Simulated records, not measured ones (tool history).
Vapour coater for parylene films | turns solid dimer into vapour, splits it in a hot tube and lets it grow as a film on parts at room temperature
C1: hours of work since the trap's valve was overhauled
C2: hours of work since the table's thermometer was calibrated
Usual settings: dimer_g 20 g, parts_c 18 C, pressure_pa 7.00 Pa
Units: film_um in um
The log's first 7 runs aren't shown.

Run 8, hour 83.2: usual settings; C1 160; C2 100. Result: film_um 6.09 um.
Run 9, hour 101.2: usual settings but parts_c 13 C; C1 170; C2 110. Result: film_um 6.89 um.
Run 10, hour 112.8: usual settings but parts_c 13 C; C1 176; C2 116. Result: film_um 6.87 um.
Run 11, hour 130.6: usual settings but parts_c 17 C; C1 185; C2 126. Result: film_um 6.29 um.
Run 12, hour 145.8: usual settings but dimer_g 9 g; C1 193; C2 134. Result: film_um 2.71 um.
Run 13, hour 158.6: usual settings but dimer_g 9 g; C1 200; C2 141. Result: film_um 2.69 um.
Run 14, hour 178.9: usual settings; C1 211; C2 152. Result: film_um 6.00 um.
Run 15, hour 187.9: usual settings; C1 216; C2 157. Result: film_um 5.99 um.
Run 16, hour 206.9: usual settings but parts_c 19 C, pressure_pa 9.65 Pa; C1 226; C2 167. Result: film_um 5.53 um.
Run 17, hour 222.4: usual settings but parts_c 19 C, pressure_pa 9.65 Pa; C1 235; C2 175. Result: film_um 5.55 um.
Run 18, hour 240.3: usual settings but dimer_g 24 g, parts_c 11 C, pressure_pa 3.99 Pa; C1 244; C2 185. Result: film_um 9.48 um.
Run 19, hour 249.8: usual settings but dimer_g 24 g, parts_c 11 C, pressure_pa 3.99 Pa; C1 249; C2 190. Result: film_um 9.50 um.
Run 20, hour 260.9: usual settings but dimer_g 24 g, parts_c 11 C, pressure_pa 3.99 Pa; C1 255; C2 196. Result: film_um 9.38 um.
Run 21, hour 278.3: usual settings but dimer_g 24 g, parts_c 11 C, pressure_pa 3.99 Pa; C1 264; C2 205. Result: film_um 9.38 um.
Run 22, hour 295.2: usual settings but pressure_pa 4.29 Pa; C1 274; C2 214. Result: film_um 6.48 um.
Run 23, hour 313.5: usual settings but dimer_g 13 g, pressure_pa 2.81 Pa; C1 283; C2 224. Result: film_um 4.41 um.
Run 24, hour 329.8: usual settings but dimer_g 13 g, pressure_pa 2.81 Pa; C1 292; C2 233. Result: film_um 4.43 um.
Run 25, hour 338.6: usual settings but dimer_g 9 g, parts_c 13 C, pressure_pa 4.06 Pa; C1 297; C2 237. Result: film_um 3.37 um.
Run 26, hour 355.3: usual settings but dimer_g 9 g, parts_c 13 C, pressure_pa 4.06 Pa; C1 306; C2 246. Result: film_um 3.33 um.
Run 27, hour 373.5: usual settings but dimer_g 26 g, parts_c 13 C, pressure_pa 3.36 Pa; C1 316; C2 256. Result: film_um 9.87 um.
Run 28, hour 385.8: usual settings but dimer_g 24 g, parts_c 17 C, pressure_pa 5.35 Pa; C1 322; C2 263. Result: film_um 7.58 um.
Run 29, hour 397.4: usual settings but dimer_g 12 g, parts_c 17 C, pressure_pa 5.35 Pa; C1 328; C2 269. Result: film_um 3.83 um.
Run 30, hour 411.9: usual settings but dimer_g 12 g, parts_c 17 C, pressure_pa 5.35 Pa; C1 336; C2 277. Result: film_um 3.77 um.

5 ways to go on from here, each from the tool as it stands after run 30. What would each give?
Run A, hour 420.6: usual settings but dimer_g 15 g, parts_c 17 C, pressure_pa 8.59 Pa; C1 341; C2 281. Result: film_um ?.
Run B, hour 420.6: usual settings but dimer_g 19 g, pressure_pa 4.74 Pa; C1 341; C2 281. Result: film_um ?.
Run C, hour 420.6: usual settings but dimer_g 33 g, parts_c 17 C, pressure_pa 11.20 Pa; C1 341; C2 281. Result: film_um ?.
Run D, hour 420.6: usual settings but dimer_g 11 g, parts_c 21 C, pressure_pa 2.19 Pa; C1 341; C2 281. Result: film_um ?.
Run E, hour 420.6: usual settings but dimer_g 11 g, parts_c 25 C, pressure_pa 6.48 Pa; C1 341; C2 281. Result: film_um ?.

run  film_um
  A     4.41
  B     5.91
  C     9.34
  D     3.54
  E     2.70
Without the tool's hidden state the same runs would have given:
run  film_um
  A     4.63
  B     6.20
  C     9.79
  D     3.71
  E     2.83
